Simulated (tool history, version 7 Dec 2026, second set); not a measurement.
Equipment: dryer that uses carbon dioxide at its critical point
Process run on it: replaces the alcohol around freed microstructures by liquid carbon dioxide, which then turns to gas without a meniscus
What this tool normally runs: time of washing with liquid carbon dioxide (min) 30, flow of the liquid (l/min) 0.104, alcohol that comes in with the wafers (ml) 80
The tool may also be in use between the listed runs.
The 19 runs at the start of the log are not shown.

run,day,time of washing with liquid carbon dioxide (min),flow of the liquid (l/min),alcohol that comes in with the wafers (ml),alcohol left in the vessel before it's heated (ppm by volume)
20,23.262,30,0.104,29,913
21,24.3,30,0.104,29,950
# day 25.5: inlet filter changed
22,25.596,30,0.086,114,4803
23,26.962,30,0.086,114,4881
24,27.733,30,0.086,114,4866
25,29.392,30,0.086,114,5210
26,30.954,30,0.086,114,5498
27,31.758,36,0.068,78,4673
28,32.554,18,0.157,44,1570
29,33.608,45,0.091,40,268
30,34.354,45,0.091,40,259
31,35.475,27,0.11,68,2158
32,36.175,43,0.077,80,1645
33,37.112,43,0.077,80,1671
34,38.25,40,0.103,81,604
35,38.958,28,0.126,99,1658
36,40.033,28,0.126,99,1749
37,41.5,28,0.126,99,1788
38,42.946,25,0.104,30,1968
# day 43.708: inlet filter changed
39,44.512,23,0.135,80,1574
40,45.983,21,0.075,31,6062

Consider 3 possible next runs. They are alternatives, not a sequence: every one starts from the tool as it was left by run 40. What does each give?
A,47.117,21,0.162,31,?
B,47.117,35,0.075,31,?
C,47.117,21,0.075,58,?

run,alcohol left in the vessel before it's heated (ppm by volume)
A,445
B,1374
C,11484
Without the tool's hidden state the same runs would have given:
run,alcohol left in the vessel before it's heated (ppm by volume)
A,371
B,1213
C,10709

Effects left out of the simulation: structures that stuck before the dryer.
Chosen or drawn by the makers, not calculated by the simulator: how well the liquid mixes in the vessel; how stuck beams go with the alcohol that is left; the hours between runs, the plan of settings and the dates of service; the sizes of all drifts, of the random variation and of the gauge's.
